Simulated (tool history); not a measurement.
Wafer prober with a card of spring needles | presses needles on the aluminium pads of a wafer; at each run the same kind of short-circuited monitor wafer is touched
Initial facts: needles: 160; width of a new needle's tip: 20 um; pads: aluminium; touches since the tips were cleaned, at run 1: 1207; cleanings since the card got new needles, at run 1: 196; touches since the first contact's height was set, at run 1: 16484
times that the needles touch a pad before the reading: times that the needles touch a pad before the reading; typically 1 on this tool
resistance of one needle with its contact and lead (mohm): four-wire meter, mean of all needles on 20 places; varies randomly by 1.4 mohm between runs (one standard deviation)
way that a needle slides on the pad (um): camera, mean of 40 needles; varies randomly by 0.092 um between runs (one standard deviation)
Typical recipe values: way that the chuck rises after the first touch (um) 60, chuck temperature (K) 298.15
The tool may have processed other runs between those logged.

run	hour	way that the chuck rises after the first touch (um)	chuck temperature (K)	times that the needles touch a pad before the reading	touches since the tips were cleaned	cleanings since the card got new needles	touches since the first contact's height was set	resistance of one needle with its contact and lead (mohm)	way that a needle slides on the pad (um)
1	0	60	298.15	1	1207	196	16484	120	16.1
# hour 3.1: tips cleaned on abrasive film
# hour 8.2: tips cleaned on abrasive film
# hour 12.2: tips cleaned on abrasive film
# hour 17.3: tips cleaned on abrasive film
# hour 22.4: tips cleaned on abrasive film
# hour 27.5: tips cleaned on abrasive film
# hour 32.5: tips cleaned on abrasive film
# hour 36.6: tips cleaned on abrasive film
# hour 41.7: tips cleaned on abrasive film
# hour 46.8: tips cleaned on abrasive film
2	47.3	60	298.15	1	358	206	48784	115	16.11
# hour 51.4: tips cleaned on abrasive film
# hour 55.4: tips cleaned on abrasive film
# hour 60.5: tips cleaned on abrasive film
# hour 65.6: tips cleaned on abrasive film
# hour 70.7: tips cleaned on abrasive film
# hour 75.7: tips cleaned on abrasive film
# hour 80.8: tips cleaned on abrasive film
# hour 85.9: tips cleaned on abrasive film
3	89.2	60	298.15	1	2287	214	77459	118	16.19
# hour 90.3: tips cleaned on abrasive film
# hour 94.3: tips cleaned on abrasive film
# hour 98.4: tips cleaned on abrasive film
# hour 103.5: tips cleaned on abrasive film
# hour 108.6: tips cleaned on abrasive film
# hour 112.7: tips cleaned on abrasive film
# hour 117.7: tips cleaned on abrasive film
# hour 122.8: tips cleaned on abrasive film
# hour 127.9: tips cleaned on abrasive film
# hour 132: tips cleaned on abrasive film
4	133.9	50	298.15	1	1361	224	107986	118	13.51
# hour 137: tips cleaned on abrasive film
# hour 141.1: tips cleaned on abrasive film
# hour 145.1: tips cleaned on abrasive film
# hour 150.2: tips cleaned on abrasive film
# hour 155.3: tips cleaned on abrasive film
# hour 159.4: tips cleaned on abrasive film
# hour 164.5: tips cleaned on abrasive film
# hour 169.5: tips cleaned on abrasive film
# hour 174.6: tips cleaned on abrasive film
# hour 178.7: tips cleaned on abrasive film
# hour 182.8: tips cleaned on abrasive film
# hour 187.8: tips cleaned on abrasive film
# hour 191.9: tips cleaned on abrasive film
5	192.4	60	302.15	1	328	237	147895	119	16.06
# hour 196.5: tips cleaned on abrasive film
# hour 197.8: height of the first contact set anew
# hour 201.8: tips cleaned on abrasive film
# hour 205.9: tips cleaned on abrasive film
# hour 211: tips cleaned on abrasive film
# hour 216.1: tips cleaned on abrasive film
# hour 220.1: tips cleaned on abrasive film
# hour 224.2: tips cleaned on abrasive film
# hour 228.3: tips cleaned on abrasive film
6	230.5	60	298.15	1	1529	245	22362	117	16.25
# hour 232.6: tips cleaned on abrasive film
# hour 237.7: tips cleaned on abrasive film
# hour 241.7: tips cleaned on abrasive film
# hour 246.8: tips cleaned on abrasive film
# hour 251.9: tips cleaned on abrasive film
# hour 256: tips cleaned on abrasive film
# hour 261: tips cleaned on abrasive film
# hour 265.1: tips cleaned on abrasive film
# hour 269.2: tips cleaned on abrasive film
# hour 274.3: tips cleaned on abrasive film
# hour 278.4: tips cleaned on abrasive film
# hour 283.4: tips cleaned on abrasive film
# hour 288.4: tips cleaned on abrasive film
7	288.4	60	356.15	1	0	258	61884	126	16.06
# hour 293.5: tips cleaned on abrasive film
# hour 297.6: tips cleaned on abrasive film
# hour 302.7: tips cleaned on abrasive film
# hour 306.7: tips cleaned on abrasive film
# hour 310.8: tips cleaned on abrasive film
# hour 315.9: tips cleaned on abrasive film
# hour 320: tips cleaned on abrasive film
# hour 325: tips cleaned on abrasive film
# hour 330.1: tips cleaned on abrasive film
# hour 335.2: tips cleaned on abrasive film
# hour 340.3: tips cleaned on abrasive film
8	340.9	60	298.15	1	419	269	97718	115	16.37
# hour 344.9: tips cleaned on abrasive film
# hour 350: tips cleaned on abrasive film
# hour 354.1: tips cleaned on abrasive film
# hour 359.2: tips cleaned on abrasive film
# hour 363.3: tips cleaned on abrasive film
# hour 367.3: tips cleaned on abrasive film
# hour 372.4: tips cleaned on abrasive film
# hour 377.5: tips cleaned on abrasive film
# hour 381.6: tips cleaned on abrasive film
# hour 386.6: tips cleaned on abrasive film
# hour 391.7: tips cleaned on abrasive film
# hour 395.8: tips cleaned on abrasive film
# hour 399.9: tips cleaned on abrasive film
9	402.4	60	298.15	1	1772	282	139766	116	16.1
# hour 404.5: tips cleaned on abrasive film
# hour 408.6: tips cleaned on abrasive film
# hour 413.7: tips cleaned on abrasive film
# hour 417.7: tips cleaned on abrasive film
# hour 420: height of the first contact set anew
# hour 423.1: tips cleaned on abrasive film
# hour 427.2: tips cleaned on abrasive film
# hour 431.3: tips cleaned on abrasive film
# hour 436.3: tips cleaned on abrasive film
# hour 441.4: tips cleaned on abrasive film
# hour 446.5: tips cleaned on abrasive film
# hour 451.6: tips cleaned on abrasive film
# hour 455.7: tips cleaned on abrasive film
# hour 460.7: tips cleaned on abrasive film
# hour 465.8: tips cleaned on abrasive film
# hour 469.9: tips cleaned on abrasive film
10	473.4	78	320.15	1	2475	297	36500	113	20.87

Run 11 comes next. What will it give?
# hour 474.5: tips cleaned on abrasive film
# hour 479.6: tips cleaned on abrasive film
# hour 484.7: tips cleaned on abrasive film
# hour 488.7: tips cleaned on abrasive film
# hour 492.8: tips cleaned on abrasive film
# hour 496.9: tips cleaned on abrasive film
# hour 502: tips cleaned on abrasive film
# hour 506.1: tips cleaned on abrasive film
# hour 510.1: tips cleaned on abrasive film
# hour 514.9: tips cleaned on abrasive film
11	514.9	78	320.15	1	0	307	64750	?	?

{"run 11": {"resistance of one needle with its contact and lead (mohm)": 113, "way that a needle slides on the pad (um)": 21.03}}
Were there no unlogged condition in the tool, this run, its random variation unchanged, would have produced resistance of one needle with its contact and lead (mohm) 113, way that a needle slides on the pad (um) 21.04.

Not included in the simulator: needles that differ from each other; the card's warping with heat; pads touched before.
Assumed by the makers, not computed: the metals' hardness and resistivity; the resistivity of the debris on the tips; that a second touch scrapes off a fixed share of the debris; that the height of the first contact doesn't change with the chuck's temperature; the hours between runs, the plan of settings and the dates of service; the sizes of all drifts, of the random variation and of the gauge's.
